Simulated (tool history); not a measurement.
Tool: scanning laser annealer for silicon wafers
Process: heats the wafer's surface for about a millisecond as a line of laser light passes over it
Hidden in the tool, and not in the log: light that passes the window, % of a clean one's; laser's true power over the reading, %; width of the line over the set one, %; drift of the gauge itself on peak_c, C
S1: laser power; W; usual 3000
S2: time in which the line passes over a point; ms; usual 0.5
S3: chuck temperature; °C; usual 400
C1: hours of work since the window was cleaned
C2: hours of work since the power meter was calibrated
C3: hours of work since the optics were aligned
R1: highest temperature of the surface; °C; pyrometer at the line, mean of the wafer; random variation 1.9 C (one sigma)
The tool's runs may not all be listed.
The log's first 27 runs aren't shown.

run 28 hour=719.8 | S1=2785 S2=0.5 S3=407 | C1=815 C2=663 C3=527 | R1=1118
run 29 hour=750.8 | S1=2785 S2=0.5 S3=407 | C1=827 C2=675 C3=540 | R1=1122
run 30 hour=790.9 | S1=2715 S2=0.552 S3=433 | C1=844 C2=692 C3=556 | R1=1156
run 31 hour=831.2 | S1=2593 S2=0.48 S3=400 | C1=860 C2=708 C3=572 | R1=1042
run 32 hour=851.2 | S1=2593 S2=0.48 S3=400 | C1=868 C2=716 C3=580 | R1=1046
run 33 hour=890.2 | S1=3037 S2=0.5 S3=400 | C1=884 C2=732 C3=596 | R1=1184
run 34 hour=916.5 | S1=2616 S2=0.5 S3=413 | C1=895 C2=743 C3=607 | R1=1070
run 35 hour=945.4 | S1=3000 S2=0.482 S3=382 | C1=907 C2=755 C3=619 | R1=1140
run 36 hour=975.4 | S1=3000 S2=0.538 S3=416 | C1=919 C2=767 C3=631 | R1=1213
run 37 hour=1000.6 | S1=2894 S2=0.444 S3=407 | C1=929 C2=777 C3=641 | R1=1109
run 38 hour=1020.4 | S1=2894 S2=0.444 S3=407 | C1=937 C2=785 C3=649 | R1=1111
-- hour=1034.9 window over the wafer cleaned
run 39 hour=1050.8 | S1=3109 S2=0.406 S3=385 | C1=6 C2=797 C3=661 | R1=1140
run 40 hour=1074.9 | S1=3109 S2=0.406 S3=385 | C1=16 C2=806 C3=671 | R1=1140

4 ways to go on from here, each from the tool as it stands after run 40. What would each give?
run A hour=1110.4 | S1=2885 S2=0.38 S3=394 | C1=31 C2=821 C3=685 | R1=?
run B hour=1110.4 | S1=3000 S2=0.5 S3=370 | C1=31 C2=821 C3=685 | R1=?
run C hour=1110.4 | S1=3109 S2=0.387 S3=400 | C1=31 C2=821 C3=685 | R1=?
run D hour=1110.4 | S1=2587 S2=0.406 S3=385 | C1=31 C2=821 C3=685 | R1=?

run=A R1=1067
run=B R1=1166
run=C R1=1139
run=D R1=999
Without the tool's hidden state the same runs would have given:
run=A R1=1079
run=B R1=1180
run=C R1=1152
run=D R1=1010

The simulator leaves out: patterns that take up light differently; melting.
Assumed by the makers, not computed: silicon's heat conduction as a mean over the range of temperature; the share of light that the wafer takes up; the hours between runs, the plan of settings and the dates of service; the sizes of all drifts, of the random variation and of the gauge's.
